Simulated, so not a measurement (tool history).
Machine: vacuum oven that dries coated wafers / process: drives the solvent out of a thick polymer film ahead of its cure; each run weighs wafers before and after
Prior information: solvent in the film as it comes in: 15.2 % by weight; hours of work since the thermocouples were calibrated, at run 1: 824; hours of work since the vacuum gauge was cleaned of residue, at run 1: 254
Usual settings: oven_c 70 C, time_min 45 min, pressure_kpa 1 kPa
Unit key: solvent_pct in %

| run | day | oven_c | time_min | pressure_kpa | hours of work since the thermocouples were calibrated | hours of work since the vacuum gauge was cleaned of residue | solvent_pct |
|---|---|---|---|---|---|---|---|
| 1 | 0 | 70 | 45 | 1 | 824 | 254 | 1.9 |
| 2 | 1.796 | 70 | 45 | 1 | 851 | 280 | 1.92 |
| 3 | 3.783 | 70 | 45 | 1 | 880 | 309 | 1.92 |
| 4 | 5.312 | 70 | 45 | 1 | 903 | 332 | 1.92 |
| 5 | 6.417 | 70 | 24 | 1 | 919 | 348 | 3.91 |
| 6 | 8.675 | 70 | 24 | 0.68 | 952 | 382 | 3.66 |
| 7 | 10.575 | 70 | 26 | 1 | 980 | 410 | 3.65 |
|  | 12.1 | oven's thermocouples calibrated |
| 8 | 12.692 | 70 | 26 | 1 | 9 | 440 | 3.49 |
| 9 | 13.788 | 70 | 45 | 1 | 25 | 456 | 1.86 |
| 10 | 15.758 | 70 | 45 | 1 | 54 | 485 | 1.84 |
| 11 | 17.188 | 70 | 45 | 1 | 75 | 506 | 1.85 |
| 12 | 19.625 | 70 | 45 | 1.15 | 111 | 542 | 2.02 |
| 13 | 21.638 | 60 | 45 | 1 | 141 | 572 | 3.99 |
| 14 | 23.8 | 60 | 45 | 1 | 173 | 604 | 4.04 |
| 15 | 26.017 | 60 | 45 | 1 | 206 | 637 | 4.05 |
| 16 | 28.067 | 60 | 45 | 1 | 236 | 667 | 4.05 |
| 17 | 29.633 | 60 | 45 | 1 | 259 | 690 | 4.04 |
| 18 | 31.188 | 70 | 45 | 1.3 | 282 | 713 | 2.22 |
| 19 | 33 | 70 | 45 | 1.3 | 309 | 740 | 2.21 |
| 20 | 34.117 | 67 | 68 | 0.62 | 325 | 756 | 1.25 |
| 21 | 35.833 | 67 | 68 | 0.62 | 351 | 782 | 1.24 |
| 22 | 37.629 | 70 | 50 | 1 | 377 | 808 | 1.74 |
| 23 | 39.133 | 77 | 64 | 1.45 | 399 | 830 | 1.25 |
| 24 | 40.817 | 77 | 64 | 1.45 | 424 | 855 | 1.27 |
| 25 | 41.854 | 70 | 33 | 1.04 | 439 | 870 | 2.85 |
| 26 | 44.196 | 70 | 33 | 1.04 | 474 | 905 | 2.86 |
| 27 | 46.292 | 67 | 45 | 1 | 505 | 936 | 2.55 |
| 28 | 47.367 | 64 | 25 | 1 | 521 | 952 | 5.37 |
| 29 | 49.729 | 64 | 25 | 1 | 556 | 987 | 5.38 |
| 30 | 51.696 | 61 | 44 | 1.43 | 585 | 1016 | 4.58 |
| 31 | 53.388 | 57 | 63 | 1 | 610 | 1041 | 3.91 |
| 32 | 54.379 | 79 | 63 | 0.59 | 624 | 1055 | 0.54 |
| 33 | 56.617 | 79 | 63 | 0.59 | 657 | 1088 | 0.58 |

Predict each of these 4 candidate next runs independently; none follows another, all start after run 33:
| A | 58.979 | 81 | 52 | 3.2 | 692 | 1123 | ? |
| B | 58.979 | 65 | 44 | 2.72 | 692 | 1123 | ? |
| C | 58.979 | 58 | 72 | 1.46 | 692 | 1123 | ? |
| D | 58.979 | 62 | 36 | 1.24 | 692 | 1123 | ? |

| run | solvent_pct |
|---|---|
| A | 2.3 |
| B | 5.03 |
| C | 4.05 |
| D | 4.82 |
With no hidden state in the tool, these same runs would have given:
| run | solvent_pct |
|---|---|
| A | 2.11 |
| B | 4.61 |
| C | 3.58 |
| D | 4.4 |
